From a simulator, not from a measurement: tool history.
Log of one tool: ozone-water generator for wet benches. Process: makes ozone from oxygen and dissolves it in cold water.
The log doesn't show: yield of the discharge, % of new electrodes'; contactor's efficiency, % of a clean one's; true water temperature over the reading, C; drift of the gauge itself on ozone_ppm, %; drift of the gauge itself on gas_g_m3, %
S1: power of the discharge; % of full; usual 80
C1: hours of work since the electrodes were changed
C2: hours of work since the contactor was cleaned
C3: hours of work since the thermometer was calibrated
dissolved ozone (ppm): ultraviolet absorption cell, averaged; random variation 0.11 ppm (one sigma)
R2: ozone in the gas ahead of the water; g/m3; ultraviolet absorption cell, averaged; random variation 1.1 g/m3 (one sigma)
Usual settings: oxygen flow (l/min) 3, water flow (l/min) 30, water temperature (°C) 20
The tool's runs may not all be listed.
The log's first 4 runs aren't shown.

run 5 day=11.479 | S1=80 oxygen_flow_(l/min)=2.13 water_flow_(l/min)=30 water_temperature_(°C)=20 | C1=2300 C2=4440 C3=1107 | dissolved_ozone_(ppm)=7.4 R2=216.4
run 6 day=16.617 | S1=62 oxygen_flow_(l/min)=3 water_flow_(l/min)=30 water_temperature_(°C)=20 | C1=2381 C2=4521 C3=1188 | dissolved_ozone_(ppm)=6.5 R2=142.9
run 7 day=20.538 | S1=62 oxygen_flow_(l/min)=3 water_flow_(l/min)=30 water_temperature_(°C)=20 | C1=2442 C2=4583 C3=1250 | dissolved_ozone_(ppm)=6.6 R2=142.8
run 8 day=23.217 | S1=80 oxygen_flow_(l/min)=3 water_flow_(l/min)=30 water_temperature_(°C)=20 | C1=2485 C2=4625 C3=1292 | dissolved_ozone_(ppm)=8 R2=177.5
run 9 day=27.592 | S1=80 oxygen_flow_(l/min)=3 water_flow_(l/min)=30 water_temperature_(°C)=20 | C1=2554 C2=4694 C3=1361 | dissolved_ozone_(ppm)=8.1 R2=176.8
run 10 day=31.792 | S1=80 oxygen_flow_(l/min)=3 water_flow_(l/min)=22 water_temperature_(°C)=20 | C1=2620 C2=4761 C3=1427 | dissolved_ozone_(ppm)=11.4 R2=177.9
run 11 day=34.754 | S1=80 oxygen_flow_(l/min)=3 water_flow_(l/min)=22 water_temperature_(°C)=20 | C1=2666 C2=4807 C3=1474 | dissolved_ozone_(ppm)=11.1 R2=176.8
run 12 day=37.462 | S1=80 oxygen_flow_(l/min)=3 water_flow_(l/min)=22 water_temperature_(°C)=20 | C1=2709 C2=4850 C3=1517 | dissolved_ozone_(ppm)=11 R2=177.2
run 13 day=40.817 | S1=80 oxygen_flow_(l/min)=3 water_flow_(l/min)=35 water_temperature_(°C)=20 | C1=2762 C2=4903 C3=1570 | dissolved_ozone_(ppm)=6.8 R2=177.8
run 14 day=43.033 | S1=80 oxygen_flow_(l/min)=3 water_flow_(l/min)=35 water_temperature_(°C)=20 | C1=2797 C2=4938 C3=1604 | dissolved_ozone_(ppm)=6.9 R2=176
run 15 day=47.942 | S1=80 oxygen_flow_(l/min)=3 water_flow_(l/min)=35 water_temperature_(°C)=20 | C1=2874 C2=5015 C3=1682 | dissolved_ozone_(ppm)=6.8 R2=174
run 16 day=52.475 | S1=80 oxygen_flow_(l/min)=3 water_flow_(l/min)=35 water_temperature_(°C)=20 | C1=2946 C2=5086 C3=1753 | dissolved_ozone_(ppm)=6.7 R2=175.9
run 17 day=55.683 | S1=80 oxygen_flow_(l/min)=3 water_flow_(l/min)=35 water_temperature_(°C)=20 | C1=2996 C2=5137 C3=1804 | dissolved_ozone_(ppm)=7 R2=173.4
run 18 day=59.788 | S1=80 oxygen_flow_(l/min)=3 water_flow_(l/min)=35 water_temperature_(°C)=20 | C1=3061 C2=5202 C3=1868 | dissolved_ozone_(ppm)=6.8 R2=175.5
run 19 day=63.671 | S1=80 oxygen_flow_(l/min)=3 water_flow_(l/min)=35 water_temperature_(°C)=20 | C1=3122 C2=5263 C3=1930 | dissolved_ozone_(ppm)=6.6 R2=173.8
run 20 day=66.842 | S1=80 oxygen_flow_(l/min)=3 water_flow_(l/min)=35 water_temperature_(°C)=18 | C1=3172 C2=5313 C3=1980 | dissolved_ozone_(ppm)=6.9 R2=174.3
run 21 day=71.358 | S1=80 oxygen_flow_(l/min)=3 water_flow_(l/min)=35 water_temperature_(°C)=18 | C1=3243 C2=5384 C3=2051 | dissolved_ozone_(ppm)=6.7 R2=173.1
run 22 day=76.529 | S1=80 oxygen_flow_(l/min)=3 water_flow_(l/min)=35 water_temperature_(°C)=18 | C1=3325 C2=5465 C3=2132 | dissolved_ozone_(ppm)=6.9 R2=174.2
run 23 day=78.788 | S1=80 oxygen_flow_(l/min)=3 water_flow_(l/min)=35 water_temperature_(°C)=18 | C1=3360 C2=5501 C3=2168 | dissolved_ozone_(ppm)=6.9 R2=173.8
run 24 day=81.917 | S1=48 oxygen_flow_(l/min)=2.67 water_flow_(l/min)=38 water_temperature_(°C)=13 | C1=3410 C2=5550 C3=2217 | dissolved_ozone_(ppm)=3.9 R2=122.8
run 25 day=84.912 | S1=43 oxygen_flow_(l/min)=1.53 water_flow_(l/min)=41 water_temperature_(°C)=18 | C1=3457 C2=5598 C3=2264 | dissolved_ozone_(ppm)=2.8 R2=149.6
run 26 day=88.521 | S1=80 oxygen_flow_(l/min)=3 water_flow_(l/min)=30 water_temperature_(°C)=24 | C1=3514 C2=5654 C3=2321 | dissolved_ozone_(ppm)=7.4 R2=172.5
run 27 day=92.604 | S1=55 oxygen_flow_(l/min)=3.03 water_flow_(l/min)=43 water_temperature_(°C)=13 | C1=3578 C2=5719 C3=2386 | dissolved_ozone_(ppm)=3.9 R2=127.1
run 28 day=97.671 | S1=47 oxygen_flow_(l/min)=1.54 water_flow_(l/min)=43 water_temperature_(°C)=13 | C1=3658 C2=5799 C3=2465 | dissolved_ozone_(ppm)=2.8 R2=159.6

Forecast run 29:
run 29 day=102.742 | S1=80 oxygen_flow_(l/min)=3 water_flow_(l/min)=23 water_temperature_(°C)=20 | C1=3738 C2=5878 C3=2545 | dissolved_ozone_(ppm)=? R2=?

Run 29 gave dissolved ozone (ppm) 10.3, R2 170.2 g/m3.
Without the tool's hidden state the same run would have given dissolved ozone (ppm) 12.3, R2 191 g/m3.
